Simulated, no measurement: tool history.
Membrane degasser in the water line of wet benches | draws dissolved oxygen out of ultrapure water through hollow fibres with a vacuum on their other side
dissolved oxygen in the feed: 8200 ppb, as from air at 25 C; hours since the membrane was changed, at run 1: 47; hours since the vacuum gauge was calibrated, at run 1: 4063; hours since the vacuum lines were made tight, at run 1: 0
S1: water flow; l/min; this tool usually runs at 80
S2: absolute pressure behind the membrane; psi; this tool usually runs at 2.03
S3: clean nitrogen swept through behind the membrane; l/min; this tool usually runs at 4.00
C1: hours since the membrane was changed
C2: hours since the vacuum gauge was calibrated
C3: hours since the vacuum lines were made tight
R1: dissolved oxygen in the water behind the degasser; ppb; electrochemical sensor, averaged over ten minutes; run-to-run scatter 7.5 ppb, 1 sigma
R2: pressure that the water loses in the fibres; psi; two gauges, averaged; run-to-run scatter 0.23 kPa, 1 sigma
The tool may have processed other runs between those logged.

run,hour,S1,S2,S3,C1,C2,C3,R1,R2
1,0.0,80,2.03,4.00,47,4063,0,762.4,8.576
2,84.1,80,2.03,4.16,131,4147,84,752.3,8.556
3,162.3,80,2.03,4.00,209,4225,162,752.8,8.562
4,288.0,80,2.03,4.00,335,4351,288,764.4,8.578
5,374.9,80,2.03,4.00,422,4438,375,773.8,8.573
6,489.8,80,2.03,4.00,537,4552,490,769.4,8.544
7,563.5,80,2.03,4.00,610,4626,564,772.7,8.615
8,707.1,80,2.03,4.00,754,4770,707,770.1,8.625
9,839.7,80,2.03,3.70,887,4902,840,806.1,8.643
10,987.5,80,2.03,3.70,1034,5050,987,803.0,8.633
11,1078.2,80,2.03,3.70,1125,5141,1078,798.3,8.618
12,1146.7,80,2.03,4.52,1194,5209,1147,729.5,8.688
13,1254.5,80,2.03,4.52,1301,5317,1254,738.9,8.679
14,1367.3,59,2.03,4.52,1414,5430,1367,445.0,6.395
15,1446.8,80,2.03,8.49,1494,5509,1447,566.8,8.669
16,1591.2,80,2.03,4.00,1638,5654,1591,780.5,8.698
# hour 1606.2: vacuum gauge calibrated
17,1737.5,80,2.03,4.00,1784,131,1737,808.3,8.788
18,1882.1,80,2.03,4.00,1929,276,1882,803.1,8.759
19,2038.8,81,4.37,4.00,2085,433,2038,1378.7,8.850
20,2109.6,50,2.99,4.00,2156,503,2109,561.3,5.513
21,2200.6,71,1.42,6.74,2247,594,2200,421.4,7.845
22,2268.6,71,1.42,6.74,2315,662,2268,413.7,7.793
23,2350.0,80,3.05,2.74,2396,744,2349,1295.7,8.746
24,2444.6,80,3.05,2.74,2491,838,2444,1314.0,8.749
# hour 2487.1: vacuum gauge calibrated, once more
25,2540.7,80,2.05,2.56,2587,54,2540,983.2,8.876
26,2635.2,96,4.19,7.21,2681,148,2634,1205.6,10.599
27,2718.4,105,5.06,1.92,2764,231,2717,2857.9,11.642
28,2790.5,105,5.06,1.92,2837,303,2790,2796.6,11.654
29,2894.4,63,5.06,1.92,2940,407,2893,1912.1,6.950
30,2991.2,52,2.25,6.16,3037,504,2990,322.9,5.746
31,3146.5,109,3.13,4.77,3193,659,3146,1488.2,12.114
32,3302.5,101,3.83,10.91,3349,815,3302,1058.7,11.277

Below are 4 alternative next runs, each starting from the tool's condition after run 32. Predict each:
A,3392.1,80,2.41,10.49,3438,905,3391,?,?
B,3392.1,93,3.32,3.98,3438,905,3391,?,?
C,3392.1,53,3.83,10.91,3438,905,3391,?,?
D,3392.1,121,3.83,5.56,3438,905,3391,?,?

run,R1,R2
A,583.2,8.950
B,1338.0,10.369
C,357.9,5.862
D,1763.4,13.425
With no hidden state in the tool, these same runs would have given:
run,R1,R2
A,539.6,8.588
B,1288.3,9.947
C,341.1,5.623
D,1694.5,12.879
